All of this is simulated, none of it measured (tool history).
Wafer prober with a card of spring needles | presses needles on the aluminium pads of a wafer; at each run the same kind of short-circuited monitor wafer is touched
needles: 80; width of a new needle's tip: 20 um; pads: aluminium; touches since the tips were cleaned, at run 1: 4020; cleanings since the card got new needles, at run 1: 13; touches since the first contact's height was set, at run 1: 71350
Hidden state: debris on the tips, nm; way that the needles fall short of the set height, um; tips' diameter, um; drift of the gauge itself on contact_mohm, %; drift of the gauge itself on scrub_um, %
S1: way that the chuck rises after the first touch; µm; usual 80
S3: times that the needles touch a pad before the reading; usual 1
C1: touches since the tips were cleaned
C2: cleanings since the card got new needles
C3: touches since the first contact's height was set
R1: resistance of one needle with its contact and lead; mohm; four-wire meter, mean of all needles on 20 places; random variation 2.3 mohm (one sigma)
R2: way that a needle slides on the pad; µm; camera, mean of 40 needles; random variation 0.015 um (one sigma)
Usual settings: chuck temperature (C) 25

Run 1, hour 0.0: usual settings; C1 4020; C2 13; C3 71350. Result: R1 291 mohm, R2 16.73 µm.
At hour 2.4: tips cleaned on abrasive film.
Run 2, hour 6.5: usual settings; C1 1659; C2 14; C3 73929. Result: R1 272 mohm, R2 16.72 µm.
Run 3, hour 12.7: usual settings; C1 4134; C2 14; C3 76404. Result: R1 288 mohm, R2 16.71 µm.
At hour 14.3: tips cleaned on abrasive film.
At hour 20.8: height of the first contact set anew.
Run 4, hour 22.5: usual settings; C1 3143; C2 15; C3 669. Result: R1 282 mohm, R2 16.94 µm.
At hour 26.5: tips cleaned on abrasive film.
Run 5, hour 29.4: usual settings; C1 1166; C2 16; C3 3439. Result: R1 273 mohm, R2 16.93 µm.
At hour 38.4: tips cleaned on abrasive film.
Run 6, hour 38.4: usual settings; C1 0; C2 17; C3 7019. Result: R1 259 mohm, R2 16.90 µm.
Run 7, hour 43.2: usual settings; C1 1911; C2 17; C3 8930. Result: R1 276 mohm, R2 16.90 µm.
Run 8, hour 49.6: usual settings; C1 4490; C2 17; C3 11509. Result: R1 291 mohm, R2 16.89 µm.
At hour 50.6: tips cleaned on abrasive film.
Run 9, hour 56.1: usual settings; C1 2215; C2 18; C3 14075. Result: R1 278 mohm, R2 16.88 µm.
At hour 62.6: tips cleaned on abrasive film.
Run 10, hour 66.1: usual settings; C1 1398; C2 19; C3 18054. Result: R1 273 mohm, R2 16.88 µm.
At hour 74.8: tips cleaned on abrasive film.
Run 11, hour 75.3: usual settings; C1 206; C2 20; C3 21698. Result: R1 260 mohm, R2 16.84 µm.
Run 12, hour 81.6: usual settings but chuck temperature (C) 74; C1 2735; C2 20; C3 24227. Result: R1 294 mohm, R2 16.84 µm.
At hour 86.7: tips cleaned on abrasive film.
Run 13, hour 91.9: usual settings but S1 100 µm; C1 2104; C2 21; C3 28354. Result: R1 271 mohm, R2 21.07 µm.
At hour 98.6: tips cleaned on abrasive film.
Run 14, hour 102.4: usual settings but S1 100 µm; C1 1537; C2 22; C3 32537. Result: R1 264 mohm, R2 21.05 µm.
At hour 111.2: tips cleaned on abrasive film.
Run 15, hour 111.2: usual settings; C1 9; C2 23; C3 36017. Result: R1 257 mohm, R2 16.78 µm.
Run 16, hour 121.4: usual settings; C1 4131; C2 23; C3 40139. Result: R1 285 mohm, R2 16.81 µm.
At hour 123.2: tips cleaned on abrasive film.
Run 17, hour 130.6: usual settings; C1 2984; C2 24; C3 43780. Result: R1 285 mohm, R2 16.77 µm.
At hour 135.5: tips cleaned on abrasive film.
Run 18, hour 135.7: usual settings; C1 74; C2 25; C3 45785. Result: R1 263 mohm, R2 16.74 µm.
Run 19, hour 140.4: usual settings but S1 87 µm, chuck temperature (C) 70, S3 3; C1 1990; C2 25; C3 47701. Result: R1 273 mohm, R2 18.30 µm.
Run 20, hour 146.2: usual settings but S1 92 µm, chuck temperature (C) 121; C1 4302; C2 25; C3 50013. Result: R1 308 mohm, R2 19.29 µm.
At hour 147.8: tips cleaned on abrasive film.
Run 21, hour 153.6: usual settings but S1 92 µm, chuck temperature (C) 49, S3 2; C1 2354; C2 26; C3 52955. Result: R1 274 mohm, R2 19.28 µm.
At hour 160.1: tips cleaned on abrasive film.
Run 22, hour 161.3: usual settings but S1 79 µm, chuck temperature (C) 49; C1 490; C2 27; C3 56004. Result: R1 272 mohm, R2 16.53 µm.
Run 23, hour 169.1: usual settings but S1 79 µm, chuck temperature (C) 49; C1 3638; C2 27; C3 59152. Result: R1 295 mohm, R2 16.53 µm.
At hour 172.6: tips cleaned on abrasive film.
Run 24, hour 177.0: usual settings but S1 79 µm, chuck temperature (C) 49; C1 1792; C2 28; C3 62294. Result: R1 284 mohm, R2 16.51 µm.
Run 25, hour 183.1: usual settings but S1 79 µm, chuck temperature (C) 49; C1 4217; C2 28; C3 64719. Result: R1 298 mohm, R2 16.51 µm.
At hour 185.0: tips cleaned on abrasive film.
Run 26, hour 188.3: usual settings but S1 79 µm, chuck temperature (C) 49; C1 1340; C2 29; C3 66772. Result: R1 278 mohm, R2 16.50 µm.
Run 27, hour 196.4: usual settings but S1 79 µm, chuck temperature (C) 50, S3 2; C1 4610; C2 29; C3 70042. Result: R1 283 mohm, R2 16.49 µm.
At hour 197.3: tips cleaned on abrasive film.
Run 28, hour 205.6: usual settings but chuck temperature (C) 58; C1 3342; C2 30; C3 73692. Result: R1 294 mohm, R2 16.71 µm.
At hour 209.6: tips cleaned on abrasive film.
Run 29, hour 211.3: usual settings but chuck temperature (C) 58; C1 663; C2 31; C3 75925. Result: R1 277 mohm, R2 16.69 µm.
Run 30, hour 216.7: usual settings but chuck temperature (C) 58; C1 2864; C2 31; C3 78126. Result: R1 291 mohm, R2 16.69 µm.
At hour 220.4: height of the first contact set anew.
At hour 222.0: tips cleaned on abrasive film.
Run 31, hour 227.2: usual settings but S1 85 µm, chuck temperature (C) 61, S3 3; C1 2096; C2 32; C3 2685. Result: R1 271 mohm, R2 17.97 µm.
At hour 234.2: tips cleaned on abrasive film.
Run 32, hour 234.2: usual settings but S1 85 µm, chuck temperature (C) 61, S3 3; C1 0; C2 33; C3 5456. Result: R1 264 mohm, R2 17.96 µm.
Run 33, hour 244.3: usual settings but S1 64 µm, chuck temperature (C) 61; C1 4083; C2 33; C3 9539. Result: R1 315 mohm, R2 13.52 µm.
At hour 246.4: tips cleaned on abrasive film.
Run 34, hour 249.5: usual settings but S1 64 µm, chuck temperature (C) 61; C1 1264; C2 34; C3 11597. Result: R1 295 mohm, R2 13.52 µm.
At hour 258.5: tips cleaned on abrasive film.
Run 35, hour 259.4: usual settings but S1 64 µm, chuck temperature (C) 61; C1 363; C2 35; C3 15512. Result: R1 276 mohm, R2 13.48 µm.

Some steps in R1 between neighbouring runs. How much of each would the tool show without its hidden state too (settings, what came in, random variation), and how much is left for the hidden state, with any gauge scatter that isn't in both results?
Run 11 -> 12: chuck temperature (C) 25 -> 74. R1 +34 mohm: hidden state +18, all else +16.
Run 15 -> 16: no setting changed, nothing entered. R1 +28 mohm: hidden state +31, all else -3.
Run 19 -> 20: S1 87 -> 92, chuck temperature (C) 70 -> 121, S3 3 -> 1. R1 +35 mohm: hidden state +18, all else +17.
Run 22 -> 23: no setting changed, nothing entered. R1 +23 mohm: hidden state +24, all else -1.
Run 32 -> 33: S1 85 -> 64, S3 3 -> 1. R1 +51 mohm: hidden state +46, all else +5.
